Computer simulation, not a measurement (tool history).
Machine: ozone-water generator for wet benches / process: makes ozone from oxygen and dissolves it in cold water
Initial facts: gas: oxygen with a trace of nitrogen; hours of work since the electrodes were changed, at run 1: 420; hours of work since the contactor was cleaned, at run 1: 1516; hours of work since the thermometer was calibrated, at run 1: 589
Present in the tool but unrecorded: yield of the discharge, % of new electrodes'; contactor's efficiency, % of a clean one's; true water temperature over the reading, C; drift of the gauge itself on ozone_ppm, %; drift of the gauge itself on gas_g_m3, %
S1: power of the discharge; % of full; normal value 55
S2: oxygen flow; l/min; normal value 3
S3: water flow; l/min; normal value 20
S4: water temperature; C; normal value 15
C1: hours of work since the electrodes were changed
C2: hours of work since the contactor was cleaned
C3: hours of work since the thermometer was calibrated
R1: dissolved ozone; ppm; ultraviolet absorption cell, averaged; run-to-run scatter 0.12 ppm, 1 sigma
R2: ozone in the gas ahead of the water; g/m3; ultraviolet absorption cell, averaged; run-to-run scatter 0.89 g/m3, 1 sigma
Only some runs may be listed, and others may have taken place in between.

run	hour	S1	S2	S3	S4	C1	C2	C3	R1	R2
1	0	55	3	20	15	420	1516	589	10.7	144.6
2	21.6	55	3	20	15	436	1533	606	10.8	146.3
3	39.6	55	3	20	15	450	1547	619	10.8	145.5
4	67	55	3	20	15	471	1568	640	10.9	145.8
5	82	55	3	20	15	482	1579	652	10.5	147.1
6	104.6	55	3	20	15	500	1596	669	10.7	145.5
7	122.8	55	3	20	15	514	1610	683	10.7	145.9
8	144.2	55	3	20	15	530	1627	699	10.9	145.6
9	173.5	55	3	20	15	552	1649	722	10.8	143.6
10	196.5	55	3	20	15	570	1667	739	10.7	143.9
11	225.4	55	3	20	15	592	1689	761	10.7	144.9
12	257.7	55	3	20	15	617	1713	786	10.5	144.8
13	289.9	55	3	20	15	641	1738	811	10.4	142.1
14	318.5	55	3	20	15	663	1760	832	10.7	144.7
15	336.7	55	3.43	20	15	677	1774	846	10.7	133
16	361.9	55	3.43	20	15	696	1793	866	10.7	132.3
17	386.3	40	3.43	20	19	715	1811	884	8.9	112.9
18	410	65	1.76	24	11	733	1830	902	9.1	219.3
19	441.2	55	2.03	20	15	757	1853	926	10.1	181.9
20	472.9	55	1.74	19	15	781	1878	950	10.3	199.7
21	488.8	55	1.74	19	16	793	1890	962	10	201.3
22	511.9	55	1.74	19	16	811	1907	980	10.4	199.4
23	529.3	91	3.89	19	9	824	1921	993	15.6	158.7
24	558.5	83	3	20	8	846	1943	1016	13.7	176.9
25	591.8	97	2.85	20	13	872	1969	1041	14.2	197.3
26	606.6	86	2.85	18	13	883	1980	1052	14.7	187.1
27	638.9	57	3	17	10	908	2004	1077	13.1	148.4
28	654.6	80	2.56	13	10	920	2016	1089	19.1	191.6
29	683.3	55	2.63	21	15	942	2038	1111	10.1	155.9
30	703.3	44	2.27	15	16	957	2054	1126	11.8	152.9
31	733.1	44	2.27	15	16	980	2076	1149	11.6	151.4
32	766.1	44	2.27	15	16	1005	2102	1174	11.7	151.7

Measured minus without-hidden-state, run by run (identical run-to-run variation in each term; gauge scatter may differ):
run	R1	R2
1	-0.4	-1.4
2	-0.4	-1.5
3	-0.5	-1.5
4	-0.4	-1.5
5	-0.5	-1.5
6	-0.4	-1.5
7	-0.5	-1.7
8	-0.5	-1.6
9	-0.5	-1.7
10	-0.4	-1.7
11	-0.5	-1.8
12	-0.5	-1.9
13	-0.5	-1.9
14	-0.5	-2
15	-0.5	-1.8
16	-0.6	-1.9
17	-0.4	-1.3
18	-0.5	-3.6
19	-0.5	-2.7
20	-0.5	-3.1
21	-0.5	-3.1
22	-0.5	-3.2
23	-0.9	-3.4
24	-0.8	-3.6
25	-0.9	-4.5
26	-0.9	-4
27	-0.7	-2.6
28	-1	-4.2
29	-0.6	-2.8
30	-0.6	-2.5
31	-0.6	-2.5
32	-0.6	-2.6
